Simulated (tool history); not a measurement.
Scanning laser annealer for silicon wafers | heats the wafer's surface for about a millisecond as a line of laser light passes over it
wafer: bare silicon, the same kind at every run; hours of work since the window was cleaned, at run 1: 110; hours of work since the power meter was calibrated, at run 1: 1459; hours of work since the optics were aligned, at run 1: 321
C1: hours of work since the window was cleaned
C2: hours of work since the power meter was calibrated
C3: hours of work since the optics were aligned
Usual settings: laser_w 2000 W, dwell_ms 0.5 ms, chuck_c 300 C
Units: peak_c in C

run 1 day=0 | laser_w=2000 dwell_ms=0.5 chuck_c=300 | C1=110 C2=1459 C3=321 | peak_c=1126
run 2 day=2.796 | laser_w=2000 dwell_ms=0.5 chuck_c=300 | C1=156 C2=1505 C3=367 | peak_c=1127
run 3 day=5.242 | laser_w=2000 dwell_ms=0.5 chuck_c=300 | C1=197 C2=1545 C3=407 | peak_c=1125
run 4 day=6.671 | laser_w=2000 dwell_ms=0.5 chuck_c=300 | C1=220 C2=1569 C3=431 | peak_c=1128
run 5 day=7.979 | laser_w=2000 dwell_ms=0.5 chuck_c=300 | C1=242 C2=1590 C3=452 | peak_c=1125
run 6 day=10.958 | laser_w=2000 dwell_ms=0.5 chuck_c=300 | C1=291 C2=1639 C3=501 | peak_c=1128
run 7 day=13.458 | laser_w=2000 dwell_ms=0.5 chuck_c=300 | C1=332 C2=1680 C3=542 | peak_c=1125
run 8 day=15.917 | laser_w=2000 dwell_ms=0.5 chuck_c=300 | C1=372 C2=1721 C3=583 | peak_c=1126
run 9 day=18.146 | laser_w=2000 dwell_ms=0.5 chuck_c=300 | C1=409 C2=1757 C3=619 | peak_c=1127
run 10 day=19.683 | laser_w=2000 dwell_ms=0.5 chuck_c=300 | C1=434 C2=1783 C3=645 | peak_c=1127
run 11 day=22.125 | laser_w=2000 dwell_ms=0.5 chuck_c=300 | C1=474 C2=1823 C3=685 | peak_c=1124
run 12 day=24.575 | laser_w=2000 dwell_ms=0.5 chuck_c=300 | C1=515 C2=1863 C3=725 | peak_c=1124
-- day=26.238 window over the wafer cleaned
run 13 day=26.362 | laser_w=2000 dwell_ms=0.5 chuck_c=300 | C1=2 C2=1891 C3=753 | peak_c=1129
run 14 day=29.458 | laser_w=2000 dwell_ms=0.5 chuck_c=300 | C1=53 C2=1942 C3=804 | peak_c=1128
run 15 day=31.75 | laser_w=2000 dwell_ms=0.5 chuck_c=300 | C1=91 C2=1980 C3=842 | peak_c=1127
run 16 day=33.888 | laser_w=2000 dwell_ms=0.5 chuck_c=300 | C1=126 C2=2015 C3=877 | peak_c=1129
run 17 day=36.046 | laser_w=2000 dwell_ms=0.5 chuck_c=300 | C1=161 C2=2050 C3=912 | peak_c=1127
run 18 day=39.221 | laser_w=2000 dwell_ms=0.5 chuck_c=300 | C1=214 C2=2103 C3=965 | peak_c=1124
run 19 day=41.029 | laser_w=2000 dwell_ms=0.5 chuck_c=300 | C1=243 C2=2132 C3=994 | peak_c=1127
run 20 day=42.542 | laser_w=2000 dwell_ms=0.5 chuck_c=300 | C1=268 C2=2157 C3=1019 | peak_c=1120
run 21 day=45.242 | laser_w=2000 dwell_ms=0.5 chuck_c=300 | C1=313 C2=2202 C3=1064 | peak_c=1128
run 22 day=48.408 | laser_w=2000 dwell_ms=0.5 chuck_c=300 | C1=365 C2=2254 C3=1116 | peak_c=1124
run 23 day=51.004 | laser_w=2050 dwell_ms=0.517 chuck_c=340 | C1=407 C2=2296 C3=1158 | peak_c=1204
run 24 day=52.342 | laser_w=2000 dwell_ms=0.386 chuck_c=340 | C1=429 C2=2318 C3=1180 | peak_c=1055

Forecast run 25:
run 25 day=55.358 | laser_w=2096 dwell_ms=0.429 chuck_c=295 | C1=479 C2=2368 C3=1230 | peak_c=?

{"run 25": {"peak_c": 1090}}
Without the tool's hidden state the same run would have given peak_c 1091 C.

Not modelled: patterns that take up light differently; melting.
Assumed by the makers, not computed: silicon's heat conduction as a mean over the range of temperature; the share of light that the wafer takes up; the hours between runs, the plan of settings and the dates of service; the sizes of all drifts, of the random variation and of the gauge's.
